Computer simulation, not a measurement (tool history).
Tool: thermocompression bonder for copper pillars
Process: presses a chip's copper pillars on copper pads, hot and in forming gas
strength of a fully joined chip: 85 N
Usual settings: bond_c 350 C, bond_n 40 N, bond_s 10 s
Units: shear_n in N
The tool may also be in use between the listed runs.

{"run": 1, "hour": 0.0, "bond_c": 350, "bond_n": 40, "bond_s": 10, "shear_n": 46.3}
{"run": 2, "hour": 40.0, "bond_c": 350, "bond_n": 40, "bond_s": 10, "shear_n": 47.7}
{"run": 3, "hour": 79.2, "bond_c": 364, "bond_n": 40, "bond_s": 10, "shear_n": 49.6}
{"hour": 139.8, "done": "forming gas filter changed"}
{"run": 4, "hour": 149.8, "bond_c": 350, "bond_n": 40, "bond_s": 10, "shear_n": 47.8}
{"run": 5, "hour": 207.8, "bond_c": 350, "bond_n": 40, "bond_s": 10, "shear_n": 47.3}
{"run": 6, "hour": 286.0, "bond_c": 350, "bond_n": 40, "bond_s": 10, "shear_n": 45.2}
{"run": 7, "hour": 322.9, "bond_c": 350, "bond_n": 40, "bond_s": 10, "shear_n": 44.3}
{"hour": 364.2, "done": "forming gas filter changed"}
{"run": 8, "hour": 397.0, "bond_c": 350, "bond_n": 40, "bond_s": 10, "shear_n": 49.4}
{"run": 9, "hour": 475.0, "bond_c": 350, "bond_n": 29, "bond_s": 10, "shear_n": 33.7}
{"run": 10, "hour": 536.9, "bond_c": 350, "bond_n": 29, "bond_s": 10, "shear_n": 33.3}
{"run": 11, "hour": 583.9, "bond_c": 350, "bond_n": 29, "bond_s": 10, "shear_n": 31.8}
{"hour": 590.2, "done": "forming gas filter changed"}
{"run": 12, "hour": 649.2, "bond_c": 350, "bond_n": 29, "bond_s": 10, "shear_n": 35.3}
{"run": 13, "hour": 684.4, "bond_c": 350, "bond_n": 29, "bond_s": 10, "shear_n": 34.6}
{"run": 14, "hour": 741.4, "bond_c": 350, "bond_n": 29, "bond_s": 10, "shear_n": 33.5}
{"run": 15, "hour": 789.5, "bond_c": 350, "bond_n": 29, "bond_s": 10, "shear_n": 32.6}
{"hour": 815.3, "done": "forming gas filter changed"}
{"run": 16, "hour": 827.6, "bond_c": 350, "bond_n": 40, "bond_s": 16, "shear_n": 56.7}
{"hour": 832.6, "done": "force cell calibrated"}
{"run": 17, "hour": 905.3, "bond_c": 350, "bond_n": 40, "bond_s": 16, "shear_n": 56.6}
{"run": 18, "hour": 962.4, "bond_c": 350, "bond_n": 40, "bond_s": 16, "shear_n": 54.6}
{"run": 19, "hour": 1003.9, "bond_c": 328, "bond_n": 40, "bond_s": 10, "shear_n": 40.2}
{"run": 20, "hour": 1037.2, "bond_c": 364, "bond_n": 42, "bond_s": 10, "shear_n": 51.7}
{"hour": 1042.8, "done": "forming gas filter changed"}
{"run": 21, "hour": 1083.1, "bond_c": 331, "bond_n": 42, "bond_s": 10, "shear_n": 45.9}
{"run": 22, "hour": 1160.2, "bond_c": 331, "bond_n": 42, "bond_s": 10, "shear_n": 44.1}
{"run": 23, "hour": 1193.2, "bond_c": 360, "bond_n": 53, "bond_s": 10, "shear_n": 61.6}
{"hour": 1200.3, "done": "force cell calibrated, once more"}
{"run": 24, "hour": 1226.4, "bond_c": 360, "bond_n": 53, "bond_s": 10, "shear_n": 56.4}
{"hour": 1273.8, "done": "forming gas filter changed"}
{"run": 25, "hour": 1293.0, "bond_c": 339, "bond_n": 50, "bond_s": 16, "shear_n": 58.2}
{"run": 26, "hour": 1345.7, "bond_c": 331, "bond_n": 42, "bond_s": 7, "shear_n": 35.5}
{"run": 27, "hour": 1414.6, "bond_c": 331, "bond_n": 34, "bond_s": 29, "shear_n": 45.3}
{"run": 28, "hour": 1491.0, "bond_c": 329, "bond_n": 33, "bond_s": 6, "shear_n": 23.4}
{"hour": 1498.5, "done": "forming gas filter changed"}
{"run": 29, "hour": 1540.4, "bond_c": 372, "bond_n": 42, "bond_s": 10, "shear_n": 54.0}
{"run": 30, "hour": 1599.3, "bond_c": 359, "bond_n": 38, "bond_s": 20, "shear_n": 55.8}
{"run": 31, "hour": 1664.2, "bond_c": 359, "bond_n": 32, "bond_s": 18, "shear_n": 45.1}
{"run": 32, "hour": 1698.4, "bond_c": 348, "bond_n": 37, "bond_s": 18, "shear_n": 46.7}
{"hour": 1722.6, "done": "forming gas filter changed"}
{"run": 33, "hour": 1759.5, "bond_c": 355, "bond_n": 27, "bond_s": 18, "shear_n": 37.9}
{"run": 34, "hour": 1807.3, "bond_c": 355, "bond_n": 27, "bond_s": 18, "shear_n": 38.3}

Measured less the same run without the tool's hidden state. The same run-to-run variation is in both; the gauge's scatter may not be:
The hidden state here: true temperature of the bond over the reading, C; force that reaches the chip, % of what is set; oxide that the forming gas leaves, % of the face; drift of the gauge itself on shear_n, %.
run=1 shear_n=+0.0
run=2 shear_n=-0.8
run=3 shear_n=-2.2
run=4 shear_n=+1.7
run=5 shear_n=+0.5
run=6 shear_n=-1.3
run=7 shear_n=-2.2
run=8 shear_n=+1.2
run=9 shear_n=+0.0
run=10 shear_n=-1.1
run=11 shear_n=-1.8
run=12 shear_n=+0.8
run=13 shear_n=+0.2
run=14 shear_n=-0.8
run=15 shear_n=-1.5
run=16 shear_n=+1.8
run=17 shear_n=+1.7
run=18 shear_n=+0.2
run=19 shear_n=+0.1
run=20 shear_n=-1.7
run=21 shear_n=+2.8
run=22 shear_n=+1.2
run=23 shear_n=-0.9
run=24 shear_n=-6.6
run=25 shear_n=-1.9
run=26 shear_n=-2.5
run=27 shear_n=-4.4
run=28 shear_n=-3.5
run=29 shear_n=-2.2
run=30 shear_n=-3.9
run=31 shear_n=-4.7
run=32 shear_n=-5.8
run=33 shear_n=-1.7
run=34 shear_n=-2.5
